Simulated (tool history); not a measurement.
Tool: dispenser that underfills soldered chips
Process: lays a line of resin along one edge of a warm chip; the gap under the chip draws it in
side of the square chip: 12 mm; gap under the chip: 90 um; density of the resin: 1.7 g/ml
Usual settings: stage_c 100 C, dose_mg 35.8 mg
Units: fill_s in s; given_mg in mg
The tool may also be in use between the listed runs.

run 1 day=0.000 | stage_c=100 dose_mg=35.8 | fill_s=51.3 given_mg=34.55
run 2 day=0.333 | stage_c=100 dose_mg=35.8 | fill_s=63.1 given_mg=34.41
run 3 day=0.654 | stage_c=100 dose_mg=35.8 | fill_s=77.1 given_mg=33.93
run 4 day=0.854 | stage_c=100 dose_mg=35.8 | fill_s=55.3 given_mg=34.03
run 5 day=1.133 | stage_c=100 dose_mg=35.8 | fill_s=67.0 given_mg=33.94
run 6 day=1.525 | stage_c=91 dose_mg=35.8 | fill_s=79.7 given_mg=33.56
run 7 day=1.875 | stage_c=91 dose_mg=39.7 | fill_s=99.1 given_mg=37.12
run 8 day=2.125 | stage_c=100 dose_mg=37.6 | fill_s=79.4 given_mg=34.93
run 9 day=2.392 | stage_c=100 dose_mg=35.8 | fill_s=57.6 given_mg=33.04
run 10 day=2.617 | stage_c=100 dose_mg=35.8 | fill_s=65.8 given_mg=33.41
run 11 day=2.912 | stage_c=100 dose_mg=35.8 | fill_s=52.1 given_mg=32.99
run 12 day=3.279 | stage_c=100 dose_mg=35.8 | fill_s=66.9 given_mg=32.68
run 13 day=3.558 | stage_c=100 dose_mg=35.8 | fill_s=79.1 given_mg=32.62
run 14 day=3.962 | stage_c=85 dose_mg=35.8 | fill_s=120.6 given_mg=32.21
run 15 day=4.258 | stage_c=100 dose_mg=39.1 | fill_s=76.5 given_mg=34.87
run 16 day=4.575 | stage_c=100 dose_mg=39.1 | fill_s=59.1 given_mg=35.11
run 17 day=4.838 | stage_c=100 dose_mg=39.1 | fill_s=69.8 given_mg=34.82
run 18 day=5.246 | stage_c=88 dose_mg=35.8 | fill_s=96.0 given_mg=31.63
run 19 day=5.554 | stage_c=88 dose_mg=35.8 | fill_s=117.9 given_mg=31.52
run 20 day=5.862 | stage_c=94 dose_mg=38.8 | fill_s=67.7 given_mg=33.98
run 21 day=6.108 | stage_c=85 dose_mg=41.8 | fill_s=115.5 given_mg=36.48
run 22 day=6.417 | stage_c=85 dose_mg=41.8 | fill_s=139.4 given_mg=36.19
run 23 day=6.746 | stage_c=85 dose_mg=41.8 | fill_s=112.5 given_mg=35.93
run 24 day=6.979 | stage_c=85 dose_mg=41.8 | fill_s=125.8 given_mg=42.02
run 25 day=7.412 | stage_c=85 dose_mg=41.8 | fill_s=105.4 given_mg=41.77
run 26 day=7.754 | stage_c=100 dose_mg=42.5 | fill_s=66.4 given_mg=42.24
run 27 day=8.117 | stage_c=92 dose_mg=42.8 | fill_s=75.2 given_mg=42.01
run 28 day=8.312 | stage_c=94 dose_mg=35.5 | fill_s=78.1 given_mg=34.53
run 29 day=8.646 | stage_c=85 dose_mg=35.8 | fill_s=146.6 given_mg=35.09
run 30 day=8.871 | stage_c=106 dose_mg=35.8 | fill_s=43.4 given_mg=34.94
run 31 day=9.254 | stage_c=87 dose_mg=41.2 | fill_s=120.7 given_mg=40.04
run 32 day=9.479 | stage_c=89 dose_mg=45.1 | fill_s=125.2 given_mg=43.79
run 33 day=9.679 | stage_c=92 dose_mg=35.0 | fill_s=83.3 given_mg=33.47
run 34 day=9.896 | stage_c=100 dose_mg=33.7 | fill_s=68.1 given_mg=32.28
run 35 day=10.317 | stage_c=100 dose_mg=33.7 | fill_s=56.2 given_mg=32.08

Not shown: 15 entries that the log had between the listed runs. Between which runs, and how does the tool's hidden state differ before and after?
Between runs 3 and 4: new syringe of resin (day 0.725)
  resin's viscosity, % of fresh resin's: 149.7 -> 109.4; dose that the valve gives, % of what is set: 94.99 -> 94.7; true chip temperature over the reading, C: -1.28 -> -1.29
  measured less the result without the state, fill_s: +28.5 -> +7.8 s; given_mg: -1.79 -> -1.91 mg
Between runs 5 and 6: new syringe of resin (day 1.454)
  resin's viscosity, % of fresh resin's: 130 -> 105.3; dose that the valve gives, % of what is set: 94.3 -> 93.77; true chip temperature over the reading, C: -1.32 -> -1.36
  measured less the result without the state, fill_s: +18.6 -> +8.9 s; given_mg: -2.05 -> -2.23 mg
Between runs 8 and 9: new syringe of resin (day 2.196)
  resin's viscosity, % of fresh resin's: 152.9 -> 112.3; dose that the valve gives, % of what is set: 92.87 -> 92.48; true chip temperature over the reading, C: -1.42 -> -1.44
  measured less the result without the state, fill_s: +30.6 -> +9.8 s; given_mg: -2.68 -> -2.69 mg
Between runs 10 and 11: new syringe of resin (day 2.912)
  resin's viscosity, % of fresh resin's: 129.3 -> 101.9; dose that the valve gives, % of what is set: 92.15 -> 91.74; true chip temperature over the reading, C: -1.47 -> -1.49
  measured less the result without the state, fill_s: +18.6 -> +4.6 s; given_mg: -2.84 -> -2.96 mg
Between runs 13 and 14: new syringe of resin (day 3.633)
  resin's viscosity, % of fresh resin's: 152.2 -> 123; dose that the valve gives, % of what is set: 90.84 -> 90.28; true chip temperature over the reading, C: -1.56 -> -1.59
  measured less the result without the state, fill_s: +31.0 -> +30.8 s; given_mg: -3.28 -> -3.47 mg
Between runs 15 and 16: new syringe of resin (day 4.379)
  resin's viscosity, % of fresh resin's: 147.8 -> 114.4; dose that the valve gives, % of what is set: 89.82 -> 89.34; true chip temperature over the reading, C: -1.62 -> -1.65
  measured less the result without the state, fill_s: +28.6 -> +11.3 s; given_mg: -3.95 -> -4.18 mg
Between runs 17 and 18: new syringe of resin (day 5.108)
  resin's viscosity, % of fresh resin's: 134.6 -> 108.9; dose that the valve gives, % of what is set: 88.92 -> 88.31; true chip temperature over the reading, C: -1.67 -> -1.71
  measured less the result without the state, fill_s: +21.9 -> +15.9 s; given_mg: -4.34 -> -4.18 mg
Between runs 19 and 20: new syringe of resin (day 5.829)
  resin's viscosity, % of fresh resin's: 131.8 -> 100.6; dose that the valve gives, % of what is set: 87.84 -> 87.39; true chip temperature over the reading, C: -1.74 -> -1.77
  measured less the result without the state, fill_s: +36.7 -> +6.2 s; given_mg: -4.37 -> -4.90 mg
Between runs 22 and 23: new syringe of resin (day 6.542)
  resin's viscosity, % of fresh resin's: 141.9 -> 113.7; dose that the valve gives, % of what is set: 86.55 -> 86.1; true chip temperature over the reading, C: -1.82 -> -1.85
  measured less the result without the state, fill_s: +49.9 -> +22.6 s; given_mg: -5.65 -> -5.80 mg
Between runs 23 and 24: dispensing valve cleaned and set on the balance (day 6.975)
  resin's viscosity, % of fresh resin's: 113.7 -> 128.2; dose that the valve gives, % of what is set: 86.1 -> 100.14; true chip temperature over the reading, C: -1.85 -> -1.87
  measured less the result without the state, fill_s: +22.6 -> +35.8 s; given_mg: -5.80 -> +0.05 mg
Between runs 24 and 25: new syringe of resin (day 7.308)
  resin's viscosity, % of fresh resin's: 128.2 -> 105.9; dose that the valve gives, % of what is set: 100.14 -> 99.53; true chip temperature over the reading, C: -1.87 -> -1.91
  measured less the result without the state, fill_s: +35.8 -> +14.2 s; given_mg: +0.05 -> -0.20 mg
Between runs 26 and 27: new syringe of resin (day 8.058)
  resin's viscosity, % of fresh resin's: 130.9 -> 103.8; dose that the valve gives, % of what is set: 99.01 -> 98.52; true chip temperature over the reading, C: -1.95 -> -1.98
  measured less the result without the state, fill_s: +19.7 -> +8.8 s; given_mg: -0.43 -> -0.64 mg
Between runs 29 and 30: new syringe of resin (day 8.788)
  resin's viscosity, % of fresh resin's: 144.3 -> 105.1; dose that the valve gives, % of what is set: 97.71 -> 97.41; true chip temperature over the reading, C: -2.03 -> -2.05
  measured less the result without the state, fill_s: +54.1 -> +5.5 s; given_mg: -0.82 -> -0.93 mg
Between runs 32 and 33: new syringe of resin (day 9.533)
  resin's viscosity, % of fresh resin's: 153.3 -> 111.5; dose that the valve gives, % of what is set: 96.52 -> 96.21; true chip temperature over the reading, C: -2.1 -> -2.12
  measured less the result without the state, fill_s: +51.0 -> +15.5 s; given_mg: -1.58 -> -1.32 mg
Between runs 34 and 35: new syringe of resin (day 10.267)
  resin's viscosity, % of fresh resin's: 127.4 -> 104.2; dose that the valve gives, % of what is set: 95.94 -> 95.38; true chip temperature over the reading, C: -2.14 -> -2.18
  measured less the result without the state, fill_s: +19.5 -> +7.2 s; given_mg: -1.36 -> -1.56 mg
